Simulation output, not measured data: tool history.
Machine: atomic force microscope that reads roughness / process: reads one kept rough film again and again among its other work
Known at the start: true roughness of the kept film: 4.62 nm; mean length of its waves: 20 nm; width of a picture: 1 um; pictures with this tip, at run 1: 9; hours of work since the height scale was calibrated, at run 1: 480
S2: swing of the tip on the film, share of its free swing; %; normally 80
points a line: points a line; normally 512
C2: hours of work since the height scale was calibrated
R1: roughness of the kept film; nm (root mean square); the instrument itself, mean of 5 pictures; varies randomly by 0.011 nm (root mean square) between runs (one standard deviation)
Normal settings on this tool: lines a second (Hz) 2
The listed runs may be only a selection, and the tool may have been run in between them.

run 1 hour=0 | lines_a_second_(Hz)=2 S2=80 points_a_line=512 | pictures_with_this_tip=9 C2=480 | R1=2.554
run 2 hour=31.4 | lines_a_second_(Hz)=2 S2=80 points_a_line=512 | pictures_with_this_tip=49 C2=495 | R1=2.57
run 3 hour=50.3 | lines_a_second_(Hz)=2 S2=80 points_a_line=512 | pictures_with_this_tip=73 C2=505 | R1=2.557
run 4 hour=79.2 | lines_a_second_(Hz)=2 S2=58 points_a_line=512 | pictures_with_this_tip=110 C2=519 | R1=2.963
run 5 hour=99.3 | lines_a_second_(Hz)=0.76 S2=80 points_a_line=512 | pictures_with_this_tip=136 C2=528 | R1=2.875
run 6 hour=122.5 | lines_a_second_(Hz)=0.76 S2=80 points_a_line=512 | pictures_with_this_tip=165 C2=540 | R1=2.901
run 7 hour=151.2 | lines_a_second_(Hz)=0.76 S2=80 points_a_line=512 | pictures_with_this_tip=202 C2=554 | R1=2.875
run 8 hour=170.6 | lines_a_second_(Hz)=0.76 S2=80 points_a_line=512 | pictures_with_this_tip=227 C2=563 | R1=2.871
run 9 hour=200 | lines_a_second_(Hz)=0.76 S2=80 points_a_line=512 | pictures_with_this_tip=264 C2=577 | R1=2.881
run 10 hour=224.4 | lines_a_second_(Hz)=0.76 S2=80 points_a_line=512 | pictures_with_this_tip=295 C2=589 | R1=2.891
-- hour=250.7 new tip fitted
run 11 hour=258.8 | lines_a_second_(Hz)=2 S2=80 points_a_line=512 | pictures_with_this_tip=11 C2=606 | R1=2.594
run 12 hour=286.4 | lines_a_second_(Hz)=2 S2=80 points_a_line=512 | pictures_with_this_tip=46 C2=619 | R1=2.583
run 13 hour=308.2 | lines_a_second_(Hz)=2 S2=80 points_a_line=512 | pictures_with_this_tip=74 C2=630 | R1=2.556
run 14 hour=336.6 | lines_a_second_(Hz)=2 S2=80 points_a_line=512 | pictures_with_this_tip=110 C2=644 | R1=2.56
run 15 hour=372.4 | lines_a_second_(Hz)=2 S2=80 points_a_line=512 | pictures_with_this_tip=156 C2=661 | R1=2.567
run 16 hour=393.8 | lines_a_second_(Hz)=2 S2=80 points_a_line=512 | pictures_with_this_tip=183 C2=671 | R1=2.578
run 17 hour=418 | lines_a_second_(Hz)=2 S2=80 points_a_line=512 | pictures_with_this_tip=214 C2=683 | R1=2.545
run 18 hour=441.3 | lines_a_second_(Hz)=2 S2=80 points_a_line=512 | pictures_with_this_tip=244 C2=694 | R1=2.564
run 19 hour=458 | lines_a_second_(Hz)=3.41 S2=75 points_a_line=761 | pictures_with_this_tip=265 C2=703 | R1=2.434
run 20 hour=483.4 | lines_a_second_(Hz)=3.41 S2=75 points_a_line=761 | pictures_with_this_tip=297 C2=715 | R1=2.446
-- hour=508.2 new tip fitted
run 21 hour=508.5 | lines_a_second_(Hz)=1.33 S2=70 points_a_line=358 | pictures_with_this_tip=0 C2=727 | R1=2.845
run 22 hour=529 | lines_a_second_(Hz)=2 S2=56 points_a_line=512 | pictures_with_this_tip=26 C2=737 | R1=2.982
run 23 hour=561.6 | lines_a_second_(Hz)=1.09 S2=56 points_a_line=614 | pictures_with_this_tip=68 C2=753 | R1=3.063
run 24 hour=589.1 | lines_a_second_(Hz)=0.73 S2=80 points_a_line=305 | pictures_with_this_tip=103 C2=766 | R1=2.862
run 25 hour=613.4 | lines_a_second_(Hz)=2.07 S2=66 points_a_line=636 | pictures_with_this_tip=134 C2=778 | R1=2.833
run 26 hour=638.1 | lines_a_second_(Hz)=2 S2=68 points_a_line=512 | pictures_with_this_tip=165 C2=790 | R1=2.838
run 27 hour=659.5 | lines_a_second_(Hz)=1.12 S2=63 points_a_line=482 | pictures_with_this_tip=193 C2=800 | R1=2.994
run 28 hour=683.7 | lines_a_second_(Hz)=2 S2=73 points_a_line=512 | pictures_with_this_tip=224 C2=812 | R1=2.719
run 29 hour=707 | lines_a_second_(Hz)=1.41 S2=80 points_a_line=512 | pictures_with_this_tip=253 C2=823 | R1=2.703
run 30 hour=733.2 | lines_a_second_(Hz)=1.61 S2=80 points_a_line=579 | pictures_with_this_tip=287 C2=836 | R1=2.672
-- hour=765.4 new tip fitted
run 31 hour=766 | lines_a_second_(Hz)=2.5 S2=64 points_a_line=512 | pictures_with_this_tip=1 C2=852 | R1=2.835
run 32 hour=789.9 | lines_a_second_(Hz)=0.62 S2=84 points_a_line=447 | pictures_with_this_tip=32 C2=864 | R1=2.893
run 33 hour=811.2 | lines_a_second_(Hz)=2 S2=80 points_a_line=1000 | pictures_with_this_tip=59 C2=874 | R1=2.569
run 34 hour=831.2 | lines_a_second_(Hz)=2.78 S2=80 points_a_line=386 | pictures_with_this_tip=84 C2=884 | R1=2.376
run 35 hour=854 | lines_a_second_(Hz)=1.74 S2=75 points_a_line=348 | pictures_with_this_tip=113 C2=895 | R1=2.703

Below are 3 alternative next runs, each starting from the tool's condition after run 35. Predict each:
run A hour=874 | lines_a_second_(Hz)=2.22 S2=62 points_a_line=304 | pictures_with_this_tip=139 C2=904 | R1=?
run B hour=874 | lines_a_second_(Hz)=1.54 S2=80 points_a_line=332 | pictures_with_this_tip=139 C2=904 | R1=?
run C hour=874 | lines_a_second_(Hz)=1.32 S2=58 points_a_line=908 | pictures_with_this_tip=139 C2=904 | R1=?

run=A R1=2.837
run=B R1=2.642
run=C R1=3.035
With the hidden condition removed and each run's random variation left untouched, the same runs would have given:
run=A R1=2.842
run=B R1=2.646
run=C R1=3.04

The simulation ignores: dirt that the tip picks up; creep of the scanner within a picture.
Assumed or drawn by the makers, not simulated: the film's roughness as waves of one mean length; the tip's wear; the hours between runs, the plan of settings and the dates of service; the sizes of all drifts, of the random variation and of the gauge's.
